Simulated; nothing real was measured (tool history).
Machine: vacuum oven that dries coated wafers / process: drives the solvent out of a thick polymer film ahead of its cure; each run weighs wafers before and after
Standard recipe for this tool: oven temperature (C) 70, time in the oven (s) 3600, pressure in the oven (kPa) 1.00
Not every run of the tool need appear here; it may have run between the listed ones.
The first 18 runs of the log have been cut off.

| run | day | oven temperature (C) | time in the oven (s) | pressure in the oven (kPa) | solvent left in the film (%) |
|---|---|---|---|---|---|
|  | 21.621 | oven's thermocouples calibrated, once more |
| 19 | 23.142 | 67 | 3600 | 2.27 | 3.29 |
| 20 | 24.392 | 67 | 3600 | 2.27 | 3.31 |
| 21 | 25.612 | 78 | 3600 | 2.27 | 1.43 |
| 22 | 26.908 | 78 | 3720 | 3.29 | 1.74 |
| 23 | 28.296 | 78 | 3720 | 3.29 | 1.73 |
| 24 | 29.550 | 70 | 5100 | 0.88 | 1.04 |
| 25 | 31.054 | 70 | 5100 | 0.88 | 1.01 |
| 26 | 32.800 | 64 | 3000 | 1.80 | 4.73 |
| 27 | 33.783 | 79 | 3600 | 3.19 | 1.74 |
| 28 | 34.775 | 79 | 4380 | 2.51 | 1.23 |
| 29 | 35.846 | 70 | 3600 | 1.00 | 1.75 |
| 30 | 37.458 | 75 | 3600 | 3.29 | 2.26 |
| 31 | 38.462 | 75 | 3600 | 3.29 | 2.21 |

Predict each of these 4 candidate next runs independently; none follows another, all start after run 31:
| A | 39.892 | 70 | 3780 | 1.00 | ? |
| B | 39.892 | 68 | 3240 | 1.24 | ? |
| C | 39.892 | 81 | 4320 | 0.87 | ? |
| D | 39.892 | 75 | 3600 | 1.24 | ? |

| run | solvent left in the film (%) |
|---|---|
| A | 1.58 |
| B | 2.77 |
| C | 0.58 |
| D | 1.18 |
With the hidden condition removed and each run's random variation left untouched, the same runs would have given:
| run | solvent left in the film (%) |
|---|---|
| A | 1.52 |
| B | 2.76 |
| C | 0.49 |
| D | 1.12 |
